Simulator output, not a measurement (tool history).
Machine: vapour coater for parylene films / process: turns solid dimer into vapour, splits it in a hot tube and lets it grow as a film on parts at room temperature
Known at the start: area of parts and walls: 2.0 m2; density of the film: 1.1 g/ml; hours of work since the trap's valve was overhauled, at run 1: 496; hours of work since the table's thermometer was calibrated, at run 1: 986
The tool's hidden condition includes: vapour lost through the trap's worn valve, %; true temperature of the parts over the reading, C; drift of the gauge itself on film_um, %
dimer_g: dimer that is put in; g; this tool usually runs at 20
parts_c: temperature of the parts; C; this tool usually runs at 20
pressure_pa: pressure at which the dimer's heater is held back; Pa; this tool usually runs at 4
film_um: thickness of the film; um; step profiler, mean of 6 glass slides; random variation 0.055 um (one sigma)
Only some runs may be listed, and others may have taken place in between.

run	hour	dimer_g	parts_c	pressure_pa	hours of work since the trap's valve was overhauled	hours of work since the table's thermometer was calibrated	film_um
1	0	20	20	4	496	986	6.46
2	21.6	20	20	4	513	1003	6.39
3	42	20	20	4	528	1018	6.43
4	73.1	20	20	4	552	1042	6.47
5	89.1	20	20	4	564	1054	6.47
6	124.7	20	20	4	591	1081	6.31
7	145.5	20	15	4	607	1097	8.03
8	169.1	20	29	4	625	1115	4.3
# hour 174.7: trap's valve overhauled
9	208.5	20	29	4	26	1142	4.39
10	235.6	20	29	4	46	1163	4.22
11	260.8	20	29	4	65	1182	4.3
12	290.6	20	29	4	88	1205	4.27
13	319.6	18	27	4.92	110	1227	4.2
14	355.8	18	27	4.92	138	1254	4.09
15	391.1	18	19	4	165	1281	6.02
16	409.1	18	25	6.96	178	1295	4.32
17	435	31	26	4	198	1314	7.66
18	464.9	8	20	2.4	221	1337	2.75
19	483.5	8	20	2.4	235	1351	2.74
20	513.4	16	20	10.75	258	1374	4.55
21	542.8	25	28	2.61	280	1397	5.88
22	559.3	25	28	2.61	293	1409	5.87

What differs in the tool's unlogged condition from the final listed run ahead of each entry between runs to the first listed run following it?
Runs 8 to 9: trap's valve overhauled (hour 174.7)
  vapour lost through the trap's worn valve, %: 0.4 -> 0.1

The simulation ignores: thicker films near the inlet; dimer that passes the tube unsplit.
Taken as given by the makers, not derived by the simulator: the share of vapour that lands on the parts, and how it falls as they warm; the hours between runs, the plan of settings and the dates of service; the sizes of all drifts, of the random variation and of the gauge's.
